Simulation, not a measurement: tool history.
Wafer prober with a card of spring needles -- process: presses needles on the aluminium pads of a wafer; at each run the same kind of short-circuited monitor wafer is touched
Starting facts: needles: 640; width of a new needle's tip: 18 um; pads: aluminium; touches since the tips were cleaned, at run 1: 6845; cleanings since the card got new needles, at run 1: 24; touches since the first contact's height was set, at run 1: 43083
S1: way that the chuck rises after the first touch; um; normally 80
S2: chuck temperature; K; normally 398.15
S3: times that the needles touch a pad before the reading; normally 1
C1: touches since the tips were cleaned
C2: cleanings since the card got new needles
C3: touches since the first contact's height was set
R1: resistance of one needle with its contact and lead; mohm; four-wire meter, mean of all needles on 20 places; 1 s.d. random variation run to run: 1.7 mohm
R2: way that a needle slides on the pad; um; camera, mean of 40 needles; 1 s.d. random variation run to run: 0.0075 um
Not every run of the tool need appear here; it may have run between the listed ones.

| run | hour | S1 | S2 | S3 | C1 | C2 | C3 | R1 | R2 |
|---|---|---|---|---|---|---|---|---|---|
| 1 | 0.0 | 80 | 398.15 | 1 | 6845 | 24 | 43083 | 238 | 11.241 |
|  | 2.5 | tips cleaned on abrasive film |
| 2 | 13.6 | 80 | 398.15 | 1 | 2153 | 25 | 45693 | 211 | 11.223 |
| 3 | 28.6 | 80 | 398.15 | 1 | 5050 | 25 | 48590 | 231 | 11.228 |
|  | 40.0 | tips cleaned on abrasive film |
| 4 | 42.2 | 80 | 398.15 | 1 | 431 | 26 | 51201 | 193 | 11.223 |
| 5 | 61.5 | 80 | 398.15 | 1 | 4160 | 26 | 54930 | 225 | 11.229 |
|  | 77.0 | tips cleaned on abrasive film |
| 6 | 86.9 | 80 | 398.15 | 1 | 1914 | 27 | 59823 | 208 | 11.201 |
| 7 | 106.2 | 80 | 398.15 | 1 | 5639 | 27 | 63548 | 233 | 11.201 |
|  | 114.6 | tips cleaned on abrasive film |
| 8 | 120.4 | 80 | 398.15 | 1 | 1105 | 28 | 66274 | 206 | 11.217 |
| 9 | 131.6 | 80 | 398.15 | 1 | 3275 | 28 | 68444 | 223 | 11.211 |
| 10 | 148.0 | 80 | 398.15 | 1 | 6449 | 28 | 71618 | 237 | 11.213 |
|  | 150.5 | tips cleaned on abrasive film |
| 11 | 167.9 | 80 | 398.15 | 1 | 3369 | 29 | 75450 | 222 | 11.211 |
|  | 188.1 | tips cleaned on abrasive film |
| 12 | 195.1 | 80 | 398.15 | 1 | 1354 | 30 | 80689 | 208 | 11.193 |
| 13 | 208.8 | 80 | 398.15 | 1 | 3996 | 30 | 83331 | 230 | 11.199 |
|  | 224.1 | tips cleaned on abrasive film |
| 14 | 228.9 | 80 | 317.15 | 1 | 935 | 31 | 87208 | 187 | 11.186 |
| 15 | 254.1 | 81 | 317.15 | 1 | 5790 | 31 | 92063 | 227 | 11.326 |
|  | 261.2 | tips cleaned on abrasive film |
| 16 | 275.7 | 81 | 306.15 | 1 | 2810 | 32 | 96230 | 209 | 11.321 |
| 17 | 295.5 | 94 | 307.15 | 1 | 6642 | 32 | 100062 | 213 | 13.149 |
|  | 297.9 | tips cleaned on abrasive film |
| 18 | 314.4 | 90 | 307.15 | 2 | 3191 | 33 | 103684 | 186 | 12.576 |

Run 19, settings as shown, results not yet in. Your forecast:
|  | 335.7 | tips cleaned on abrasive film |
| 19 | 339.5 | 61 | 326.15 | 1 | 733 | 34 | 108522 | ? | ? |

R1: 197 mohm
R2: 8.489 um
If the tool had no hidden condition, the same run with the same run-to-run variation would have returned R1 167 mohm, R2 8.588 um.

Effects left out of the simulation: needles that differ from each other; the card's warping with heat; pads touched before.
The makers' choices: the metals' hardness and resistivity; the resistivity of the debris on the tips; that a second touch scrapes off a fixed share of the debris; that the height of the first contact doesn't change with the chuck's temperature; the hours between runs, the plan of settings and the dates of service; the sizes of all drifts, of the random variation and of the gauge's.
